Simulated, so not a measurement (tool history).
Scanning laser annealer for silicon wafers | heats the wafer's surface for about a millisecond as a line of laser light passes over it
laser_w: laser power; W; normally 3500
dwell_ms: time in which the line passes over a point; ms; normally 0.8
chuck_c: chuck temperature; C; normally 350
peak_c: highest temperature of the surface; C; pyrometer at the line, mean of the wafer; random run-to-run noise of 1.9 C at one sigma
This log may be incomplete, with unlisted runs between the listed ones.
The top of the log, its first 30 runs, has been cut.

run	hour	laser_w	dwell_ms	chuck_c	hours of work since the window was cleaned	hours of work since the power meter was calibrated	hours of work since the optics were aligned	peak_c
31	467.5	3737	0.787	381	689	462	81	1205
32	477.3	3195	0.831	315	695	467	86	1020
33	493.8	3500	0.863	351	703	476	95	1154
34	507.4	3230	0.645	370	711	484	103	994
35	521.2	3807	0.585	349	718	491	110	1072
36	537.5	3500	0.878	350	727	500	119	1156
37	550.7	3500	0.878	350	734	507	126	1159
38	573.1	3500	0.748	368	746	519	138	1113
39	588.9	3500	0.748	368	755	527	147	1114
40	602.1	3465	0.624	375	762	535	154	1043

What if the next run were any one of these 4? Each begins from the tool's condition after run 40:
A	612.2	3698	0.786	357	767	540	159	?
B	612.2	3465	0.624	352	767	540	159	?
C	612.2	3822	0.662	333	767	540	159	?
D	612.2	3465	0.624	313	767	540	159	?

run	peak_c
A	1168
B	1017
C	1106
D	977
With no hidden state in the tool, these same runs would have given:
run	peak_c
A	1169
B	1017
C	1107
D	978
